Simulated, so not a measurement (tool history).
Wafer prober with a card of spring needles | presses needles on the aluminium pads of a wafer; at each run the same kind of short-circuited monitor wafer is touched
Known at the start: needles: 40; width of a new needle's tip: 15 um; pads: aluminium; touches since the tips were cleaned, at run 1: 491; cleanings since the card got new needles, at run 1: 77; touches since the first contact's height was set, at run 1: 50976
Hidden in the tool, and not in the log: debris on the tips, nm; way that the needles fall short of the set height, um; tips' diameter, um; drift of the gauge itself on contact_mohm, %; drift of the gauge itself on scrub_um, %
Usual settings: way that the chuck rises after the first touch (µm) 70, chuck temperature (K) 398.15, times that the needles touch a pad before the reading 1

run	hour	way that the chuck rises after the first touch (µm)	chuck temperature (K)	times that the needles touch a pad before the reading	touches since the tips were cleaned	cleanings since the card got new needles	touches since the first contact's height was set	resistance of one needle with its contact and lead (mohm)	way that a needle slides on the pad (µm)
1	0	70	398.15	1	491	77	50976	175	14.88
# hour 5.8: tips cleaned on abrasive film
# hour 11.6: tips cleaned on abrasive film
# hour 18.8: tips cleaned on abrasive film
# hour 26: tips cleaned on abrasive film
# hour 33.2: tips cleaned on abrasive film
# hour 40.4: tips cleaned on abrasive film
# hour 46.2: tips cleaned on abrasive film
# hour 53.4: tips cleaned on abrasive film
2	54.3	70	398.15	1	450	85	78497	177	14.68
# hour 60.1: tips cleaned on abrasive film
# hour 65.9: tips cleaned on abrasive film
# hour 73.1: tips cleaned on abrasive film
# hour 80.3: tips cleaned on abrasive film
# hour 86.1: tips cleaned on abrasive film
# hour 91.9: tips cleaned on abrasive film
# hour 99.1: tips cleaned on abrasive film
# hour 106.3: tips cleaned on abrasive film
# hour 106.6: height of the first contact set anew
3	106.9	70	398.15	1	153	93	153	160	15.19
# hour 112.7: tips cleaned on abrasive film
# hour 119.9: tips cleaned on abrasive film
# hour 127.2: tips cleaned on abrasive film
# hour 132.9: tips cleaned on abrasive film
# hour 140.2: tips cleaned on abrasive film
# hour 146: tips cleaned on abrasive film
# hour 151.8: tips cleaned on abrasive film
4	151.8	70	391.15	1	0	100	22859	156	15.13
# hour 157.6: tips cleaned on abrasive film
# hour 163.4: tips cleaned on abrasive film
# hour 170.6: tips cleaned on abrasive film
# hour 177.8: tips cleaned on abrasive film
# hour 183.6: tips cleaned on abrasive film
# hour 190.9: tips cleaned on abrasive film
# hour 198.1: tips cleaned on abrasive film
# hour 205.3: tips cleaned on abrasive film
# hour 211.1: tips cleaned on abrasive film
# hour 216.9: tips cleaned on abrasive film
# hour 222.7: tips cleaned on abrasive film
# hour 229.9: tips cleaned on abrasive film
# hour 235.7: tips cleaned on abrasive film
5	238.7	70	391.15	1	1540	113	66858	199	14.75
# hour 241.6: tips cleaned on abrasive film
# hour 248.8: tips cleaned on abrasive film
# hour 256: tips cleaned on abrasive film
# hour 263.2: tips cleaned on abrasive film
# hour 270.5: tips cleaned on abrasive film
# hour 277.7: tips cleaned on abrasive film
# hour 283.5: tips cleaned on abrasive film
# hour 290.7: tips cleaned on abrasive film
# hour 296.5: tips cleaned on abrasive film
# hour 302.3: tips cleaned on abrasive film
# hour 309.5: tips cleaned on abrasive film
# hour 314: height of the first contact set anew
# hour 317: tips cleaned on abrasive film
# hour 322.8: tips cleaned on abrasive film
6	327.2	70	391.15	1	2259	126	6650	233	15.13
# hour 328.7: tips cleaned on abrasive film
# hour 335.9: tips cleaned on abrasive film
# hour 343.1: tips cleaned on abrasive film
# hour 348.9: tips cleaned on abrasive film
# hour 356.1: tips cleaned on abrasive film
# hour 363.4: tips cleaned on abrasive film
# hour 370.6: tips cleaned on abrasive film
# hour 376.4: tips cleaned on abrasive film
# hour 383.6: tips cleaned on abrasive film
# hour 390.8: tips cleaned on abrasive film
# hour 398: tips cleaned on abrasive film
7	403.2	70	398.15	1	2690	137	45198	246	14.95
# hour 404.8: tips cleaned on abrasive film
# hour 412: tips cleaned on abrasive film
# hour 417.8: tips cleaned on abrasive film
# hour 425: tips cleaned on abrasive film
# hour 430.8: tips cleaned on abrasive film
# hour 436.6: tips cleaned on abrasive film
# hour 443.8: tips cleaned on abrasive film
# hour 449.6: tips cleaned on abrasive film
# hour 456.8: tips cleaned on abrasive film
# hour 464: tips cleaned on abrasive film
# hour 469.8: tips cleaned on abrasive film
# hour 475.6: tips cleaned on abrasive film
# hour 481.4: tips cleaned on abrasive film
# hour 488.6: tips cleaned on abrasive film
8	493.1	70	398.15	1	2346	151	90711	246	14.71
# hour 494.7: tips cleaned on abrasive film
# hour 500.5: tips cleaned on abrasive film
# hour 507.7: tips cleaned on abrasive film
# hour 514.9: tips cleaned on abrasive film
# hour 520.7: tips cleaned on abrasive film
# hour 521: height of the first contact set anew
# hour 528.2: tips cleaned on abrasive film
# hour 534: tips cleaned on abrasive film
# hour 541.2: tips cleaned on abrasive film
# hour 548.2: tips cleaned on abrasive film
9	548.2	83	343.15	1	0	160	13771	157	17.95
# hour 555.4: tips cleaned on abrasive film
# hour 562.6: tips cleaned on abrasive film
# hour 568.4: tips cleaned on abrasive film
# hour 572.7: tips cleaned on abrasive film, once more
# hour 580: tips cleaned on abrasive film
# hour 592: card fitted with new needles
# hour 597.8: tips cleaned on abrasive film
# hour 605: tips cleaned on abrasive film
10	606.1	83	343.15	1	591	2	7176	160	17.99
# hour 611.9: tips cleaned on abrasive film
# hour 617.7: tips cleaned on abrasive film
# hour 623.5: tips cleaned on abrasive film
# hour 630.7: tips cleaned on abrasive film
# hour 636.5: tips cleaned on abrasive film
# hour 642.3: tips cleaned on abrasive film
# hour 649.5: tips cleaned on abrasive film
# hour 655.3: tips cleaned on abrasive film
# hour 661.1: tips cleaned on abrasive film
# hour 668.3: tips cleaned on abrasive film
# hour 675.5: tips cleaned on abrasive film
# hour 681.3: tips cleaned on abrasive film
# hour 688.5: tips cleaned on abrasive film
# hour 695.7: tips cleaned on abrasive film
# hour 701.9: tips cleaned on abrasive film
11	701.9	83	343.15	1	0	17	55636	151	17.69
# hour 709.1: tips cleaned on abrasive film
# hour 716.3: tips cleaned on abrasive film
# hour 722.1: tips cleaned on abrasive film
# hour 729.3: tips cleaned on abrasive film
# hour 735.1: tips cleaned on abrasive film
# hour 742.3: tips cleaned on abrasive film
# hour 749.5: tips cleaned on abrasive film
# hour 755.3: tips cleaned on abrasive film
12	755.6	83	314.15	1	181	25	82888	148	17.53
# hour 761.4: tips cleaned on abrasive film
# hour 767.2: tips cleaned on abrasive film
# hour 774.4: tips cleaned on abrasive film
# hour 781.7: tips cleaned on abrasive film
# hour 788.9: tips cleaned on abrasive film
# hour 796.1: tips cleaned on abrasive film
# hour 799.2: height of the first contact set anew
# hour 803.6: tips cleaned on abrasive film
# hour 810.8: tips cleaned on abrasive film
# hour 816.6: tips cleaned on abrasive film
# hour 823.8: tips cleaned on abrasive film
# hour 829.6: tips cleaned on abrasive film
# hour 836.8: tips cleaned on abrasive film
# hour 842.6: tips cleaned on abrasive film
# hour 849.8: tips cleaned on abrasive film
13	850.2	87	398.15	2	212	39	25820	155	18.75
# hour 856: tips cleaned on abrasive film
# hour 861.8: tips cleaned on abrasive film
# hour 867.6: tips cleaned on abrasive film
# hour 874.8: tips cleaned on abrasive film
# hour 880.6: tips cleaned on abrasive film
# hour 886.4: tips cleaned on abrasive film
# hour 893.6: tips cleaned on abrasive film
# hour 900.8: tips cleaned on abrasive film
# hour 906.6: tips cleaned on abrasive film
# hour 913.9: tips cleaned on abrasive film
# hour 921.1: tips cleaned on abrasive film
# hour 928.3: tips cleaned on abrasive film
# hour 935.5: tips cleaned on abrasive film
14	937.4	70	304.15	2	1004	52	69992	161	14.76
# hour 941.8: tips cleaned on abrasive film
# hour 947.6: tips cleaned on abrasive film
# hour 954.8: tips cleaned on abrasive film
# hour 960.6: tips cleaned on abrasive film
# hour 967.8: tips cleaned on abrasive film
# hour 975: tips cleaned on abrasive film
# hour 982.3: tips cleaned on abrasive film
# hour 989.5: tips cleaned on abrasive film
# hour 995.3: tips cleaned on abrasive film
# hour 1002.5: tips cleaned on abrasive film
# hour 1005.6: height of the first contact set anew
# hour 1008.6: tips cleaned on abrasive film
# hour 1015.8: tips cleaned on abrasive film
15	1020.4	74	312.15	2	2384	64	7505	177	16.05
# hour 1021.9: tips cleaned on abrasive film
# hour 1027.7: tips cleaned on abrasive film
# hour 1034.9: tips cleaned on abrasive film
# hour 1042.2: tips cleaned on abrasive film
# hour 1047.9: tips cleaned on abrasive film
# hour 1053.7: tips cleaned on abrasive film
# hour 1061: tips cleaned on abrasive film
# hour 1068.2: tips cleaned on abrasive film
# hour 1074: tips cleaned on abrasive film
# hour 1081.2: tips cleaned on abrasive film
# hour 1087: tips cleaned on abrasive film
# hour 1094.2: tips cleaned on abrasive film
# hour 1100: tips cleaned on abrasive film
# hour 1105.8: tips cleaned on abrasive film
# hour 1113: tips cleaned on abrasive film
16	1113.2	75	300.15	2	115	79	54448	144	15.93

5 ways to go on from here, each from the tool as it stands after run 16. What would each give?
# hour 1119: tips cleaned on abrasive film
# hour 1124.8: tips cleaned on abrasive film
# hour 1132: tips cleaned on abrasive film
# hour 1139.2: tips cleaned on abrasive film
# hour 1146.4: tips cleaned on abrasive film
# hour 1153.6: tips cleaned on abrasive film
# hour 1159.4: tips cleaned on abrasive film
A	1163.3	61	398.15	1	1973	86	79837	?	?
# hour 1119: tips cleaned on abrasive film
# hour 1124.8: tips cleaned on abrasive film
# hour 1132: tips cleaned on abrasive film
# hour 1139.2: tips cleaned on abrasive film
# hour 1146.4: tips cleaned on abrasive film
# hour 1153.6: tips cleaned on abrasive film
# hour 1159.4: tips cleaned on abrasive film
B	1163.3	69	299.15	2	1973	86	79837	?	?
# hour 1119: tips cleaned on abrasive film
# hour 1124.8: tips cleaned on abrasive film
# hour 1132: tips cleaned on abrasive film
# hour 1139.2: tips cleaned on abrasive film
# hour 1146.4: tips cleaned on abrasive film
# hour 1153.6: tips cleaned on abrasive film
# hour 1159.4: tips cleaned on abrasive film
C	1163.3	75	300.15	2	1973	86	79837	?	?
# hour 1119: tips cleaned on abrasive film
# hour 1124.8: tips cleaned on abrasive film
# hour 1132: tips cleaned on abrasive film
# hour 1139.2: tips cleaned on abrasive film
# hour 1146.4: tips cleaned on abrasive film
# hour 1153.6: tips cleaned on abrasive film
# hour 1159.4: tips cleaned on abrasive film
D	1163.3	60	398.15	2	1973	86	79837	?	?
# hour 1119: tips cleaned on abrasive film
# hour 1124.8: tips cleaned on abrasive film
# hour 1132: tips cleaned on abrasive film
# hour 1139.2: tips cleaned on abrasive film
# hour 1146.4: tips cleaned on abrasive film
# hour 1153.6: tips cleaned on abrasive film
# hour 1159.4: tips cleaned on abrasive film
E	1163.3	57	323.15	2	1973	86	79837	?	?

run	resistance of one needle with its contact and lead (mohm)	way that a needle slides on the pad (µm)
A	230	12.78
B	180	14.46
C	171	15.78
D	199	12.5
E	206	11.89
Without the tool's hidden state the same runs would have given:
run	resistance of one needle with its contact and lead (mohm)	way that a needle slides on the pad (µm)
A	152	13.26
B	135	14.94
C	133	16.25
D	149	12.98
E	145	12.37
